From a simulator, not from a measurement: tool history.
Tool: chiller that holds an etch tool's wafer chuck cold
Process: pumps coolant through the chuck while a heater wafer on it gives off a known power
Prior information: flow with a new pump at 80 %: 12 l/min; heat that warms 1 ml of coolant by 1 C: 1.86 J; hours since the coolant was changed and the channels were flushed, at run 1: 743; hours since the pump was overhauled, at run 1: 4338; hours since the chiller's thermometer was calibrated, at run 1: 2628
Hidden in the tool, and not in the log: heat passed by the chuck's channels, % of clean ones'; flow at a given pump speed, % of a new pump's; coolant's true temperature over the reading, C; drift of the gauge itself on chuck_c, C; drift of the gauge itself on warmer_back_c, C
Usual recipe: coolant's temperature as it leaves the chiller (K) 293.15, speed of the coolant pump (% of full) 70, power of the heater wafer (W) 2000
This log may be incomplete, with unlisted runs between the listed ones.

| run | hour | coolant's temperature as it leaves the chiller (K) | speed of the coolant pump (% of full) | power of the heater wafer (W) | hours since the coolant was changed and the channels were flushed | hours since the pump was overhauled | hours since the chiller's thermometer was calibrated | chuck's temperature once it has settled (K) | how much warmer the coolant comes back (C) |
|---|---|---|---|---|---|---|---|---|---|
| 1 | 0.0 | 293.15 | 70 | 2000 | 743 | 4338 | 2628 | 306.65 | 6.13 |
| 2 | 108.6 | 292.15 | 70 | 2000 | 852 | 4446 | 2736 | 305.65 | 6.14 |
| 3 | 195.6 | 293.15 | 87 | 2000 | 939 | 4533 | 2823 | 304.65 | 4.96 |
| 4 | 274.6 | 293.15 | 87 | 2000 | 1018 | 4612 | 2902 | 304.75 | 4.91 |
| 5 | 416.7 | 293.15 | 70 | 2000 | 1160 | 4754 | 3044 | 306.55 | 6.14 |
| 6 | 560.8 | 293.15 | 70 | 1056 | 1304 | 4898 | 3188 | 300.25 | 3.22 |
| 7 | 654.1 | 293.15 | 70 | 2821 | 1397 | 4992 | 3282 | 312.15 | 8.66 |
| 8 | 773.9 | 293.15 | 70 | 2000 | 1517 | 5111 | 3401 | 306.75 | 6.12 |
|  | 796.2 | chiller's thermometer calibrated |
| 9 | 932.3 | 293.15 | 70 | 2000 | 1674 | 5269 | 136 | 306.55 | 6.20 |
| 10 | 1024.8 | 293.15 | 70 | 2000 | 1767 | 5361 | 229 | 306.75 | 6.16 |
|  | 1062.0 | coolant pump overhauled |
| 11 | 1130.2 | 293.15 | 97 | 2000 | 1867 | 68 | 329 | 303.75 | 4.43 |
| 12 | 1287.8 | 293.15 | 70 | 2000 | 2025 | 226 | 487 | 306.65 | 6.14 |
| 13 | 1423.2 | 293.15 | 70 | 2000 | 2160 | 361 | 622 | 306.55 | 6.11 |
| 14 | 1545.8 | 293.15 | 70 | 2000 | 2283 | 484 | 745 | 306.75 | 6.14 |
| 15 | 1619.5 | 293.15 | 70 | 2000 | 2357 | 558 | 818 | 306.55 | 6.09 |

Run 16, settings as shown, results not yet in. Your forecast:
| 16 | 1777.6 | 293.15 | 70 | 2000 | 2515 | 716 | 976 | ? | ? |

chuck's temperature once it has settled (K): 306.45
how much warmer the coolant comes back (C): 6.13
The same run, on a tool lacking any hidden state, would have yielded chuck's temperature once it has settled (K) 306.45, how much warmer the coolant comes back (C) 6.12.

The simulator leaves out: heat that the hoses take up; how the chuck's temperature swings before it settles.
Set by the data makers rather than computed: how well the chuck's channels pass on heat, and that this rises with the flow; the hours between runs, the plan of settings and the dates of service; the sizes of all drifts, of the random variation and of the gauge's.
